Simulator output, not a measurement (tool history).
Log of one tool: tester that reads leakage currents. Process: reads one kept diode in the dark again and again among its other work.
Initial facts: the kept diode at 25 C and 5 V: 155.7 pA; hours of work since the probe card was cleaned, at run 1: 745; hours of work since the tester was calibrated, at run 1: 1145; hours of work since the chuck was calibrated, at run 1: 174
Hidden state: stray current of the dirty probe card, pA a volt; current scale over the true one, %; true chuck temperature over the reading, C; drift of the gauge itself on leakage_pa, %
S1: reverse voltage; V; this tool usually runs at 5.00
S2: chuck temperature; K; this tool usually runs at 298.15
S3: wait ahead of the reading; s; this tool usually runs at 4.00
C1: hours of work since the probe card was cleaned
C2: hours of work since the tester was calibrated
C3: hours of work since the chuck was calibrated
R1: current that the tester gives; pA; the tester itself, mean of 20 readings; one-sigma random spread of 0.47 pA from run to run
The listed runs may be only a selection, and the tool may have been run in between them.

run   hour     S1      S2    S3    C1    C2   C3       R1
  1    0.0   5.00  298.15  4.00   745  1145  174   166.33
  2   81.2   5.00  298.15  4.00   805  1205  235   169.12
  3  169.7   1.10  298.15  4.00   871  1271  300    82.92
  4  222.9   1.10  298.15  4.00   910  1311  340    83.03
  5  275.9   1.10  298.15  4.00   950  1350  379    84.09
  6  325.6   1.10  298.15  4.00   987  1387  416    84.61
  7  390.9   1.10  298.15  4.00  1035  1435  465    85.10
  8  446.4  16.57  315.15  2.18  1076  1477  506  1424.11
  9  489.2   5.00  303.15  1.11  1108  1508  538   286.33

For run 10, what comes out?
 10  576.6  5.00  294.15  2.48  1173  1573  603   ?

R1: 128.62 pA
The same run, on a tool lacking any hidden state, would have yielded R1 106.48 pA.

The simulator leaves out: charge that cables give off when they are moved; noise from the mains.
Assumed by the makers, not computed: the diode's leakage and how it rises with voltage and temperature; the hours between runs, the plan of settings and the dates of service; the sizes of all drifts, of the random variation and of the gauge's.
